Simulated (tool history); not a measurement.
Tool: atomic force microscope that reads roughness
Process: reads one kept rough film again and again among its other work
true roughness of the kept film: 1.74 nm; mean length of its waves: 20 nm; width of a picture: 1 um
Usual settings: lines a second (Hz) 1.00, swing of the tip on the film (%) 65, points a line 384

run,hour,lines a second (Hz),swing of the tip on the film (%),points a line,roughness of the kept film (nm (root mean square))
1,0.0,1.00,65,384,1.462
2,22.7,1.00,65,384,1.481
3,44.3,1.00,65,384,1.465
4,70.0,1.00,86,384,1.364
5,91.9,1.00,86,384,1.356
6,120.4,1.00,65,384,1.469
7,133.9,1.00,65,384,1.444
8,152.9,1.00,65,384,1.458
9,173.2,1.00,65,384,1.457
10,195.2,1.00,65,286,1.437
11,220.1,1.00,65,286,1.437
12,232.7,1.00,65,286,1.447
13,261.5,1.00,65,326,1.456
14,280.7,1.00,65,326,1.461
15,305.3,0.72,65,384,1.463
16,319.0,1.00,62,384,1.481
17,345.0,0.67,87,395,1.408
18,369.6,1.00,65,336,1.457
19,398.5,1.00,65,336,1.465
20,413.4,1.00,65,336,1.447
21,437.9,1.00,86,463,1.363
22,467.0,3.51,65,384,1.338
23,479.5,3.33,65,384,1.344
24,494.4,1.00,55,384,1.492
25,523.5,1.58,66,384,1.423
26,548.0,1.58,66,384,1.440
27,571.7,1.58,66,384,1.430
28,595.2,0.82,59,384,1.491

Taken out of this log: 2 entries between the listed runs. Where each belongs, and how the hidden state differs across it:
Between runs 9 and 10: new tip fitted (hour 176.4)
  radius of the tip, nm: 7.4 -> 7
  measured less the result without the state, roughness of the kept film (nm (root mean square)): -0.008 -> +0.000
Between runs 24 and 25: new tip fitted (hour 519.5)
  radius of the tip, nm: 7.3 -> 7
  measured less the result without the state, roughness of the kept film (nm (root mean square)): -0.007 -> +0.000
